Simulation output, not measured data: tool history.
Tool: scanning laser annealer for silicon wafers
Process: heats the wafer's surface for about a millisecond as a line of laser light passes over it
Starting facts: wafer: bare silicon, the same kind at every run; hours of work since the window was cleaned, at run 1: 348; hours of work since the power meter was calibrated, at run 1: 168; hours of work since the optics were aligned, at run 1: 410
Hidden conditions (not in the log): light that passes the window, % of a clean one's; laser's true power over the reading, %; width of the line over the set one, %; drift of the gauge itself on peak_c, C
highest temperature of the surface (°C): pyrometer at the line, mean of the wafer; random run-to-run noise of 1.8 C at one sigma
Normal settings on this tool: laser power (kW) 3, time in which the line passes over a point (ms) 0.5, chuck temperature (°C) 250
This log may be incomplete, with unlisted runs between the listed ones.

run,day,laser power (kW),time in which the line passes over a point (ms),chuck temperature (°C),hours of work since the window was cleaned,hours of work since the power meter was calibrated,hours of work since the optics were aligned,highest temperature of the surface (°C)
1,0,3,0.5,250,348,168,410,999
2,0.429,3,0.5,234,352,172,414,981
3,0.712,3,0.5,234,355,175,417,982
4,1.021,3,0.5,234,358,177,420,982
5,1.375,3,0.5,234,361,181,423,981
6,1.783,3,0.5,286,365,185,427,1034
7,2.417,3,0.406,250,371,191,434,934
8,2.996,3,0.5,250,377,196,439,996
9,3.425,3,0.5,250,381,201,443,996
10,3.783,3,0.5,250,385,204,447,998
11,4.379,3,0.5,230,390,210,452,980
12,5.004,3,0.5,240,396,216,458,989
13,5.392,3,0.506,240,400,220,462,991
14,6.083,3,0.506,267,407,226,469,1020
15,6.504,3,0.506,267,411,230,473,1022
16,6.838,3,0.514,250,414,233,476,1006
17,7.179,3,0.514,250,417,237,479,1007
18,7.596,3,0.514,250,421,241,483,1007
19,8.071,3,0.5,250,426,245,488,996
20,8.771,3,0.406,250,432,252,495,935
21,9.146,3,0.406,250,436,256,498,936
22,9.638,3.095,0.358,246,441,260,503,918
23,10.271,3,0.5,276,447,266,509,1027
24,10.721,3,0.434,261,451,271,513,965
25,11.379,3,0.434,261,458,277,520,965
26,11.946,2.656,0.471,250,463,283,525,884
27,12.538,2.656,0.471,250,469,288,531,884
28,13.108,2.656,0.471,250,474,294,536,886
29,13.475,2.656,0.487,216,478,297,540,863
30,14.154,2.656,0.487,216,484,304,546,861
31,14.729,2.656,0.371,244,490,309,552,816
32,15.212,2.676,0.53,250,494,314,557,924
# day 15.408: window over the wafer cleaned
33,15.983,2.676,0.53,250,6,321,563,927
34,16.312,3.162,0.5,223,9,324,566,1021
35,16.6,3.162,0.5,223,11,326,569,1020
36,17.212,2.624,0.373,223,17,332,575,795
37,17.871,2.624,0.373,223,24,339,581,793
38,18.471,2.624,0.373,223,29,344,587,795
39,19.125,2.74,0.531,223,36,351,593,919
40,19.621,2.713,0.546,277,40,356,598,972
41,20.15,2.958,0.546,265,46,361,603,1033

The logged runs with the hidden state left out (each run's random variation unchanged):
run,highest temperature of the surface (°C)
1,1001
2,984
3,984
4,985
5,984
6,1037
7,936
8,999
9,999
10,1001
11,983
12,992
13,994
14,1023
15,1024
16,1009
17,1010
18,1010
19,999
20,938
21,939
22,921
23,1030
24,968
25,968
26,887
27,887
28,889
29,866
30,864
31,819
32,927
33,927
34,1022
35,1021
36,795
37,793
38,795
39,919
40,972
41,1034

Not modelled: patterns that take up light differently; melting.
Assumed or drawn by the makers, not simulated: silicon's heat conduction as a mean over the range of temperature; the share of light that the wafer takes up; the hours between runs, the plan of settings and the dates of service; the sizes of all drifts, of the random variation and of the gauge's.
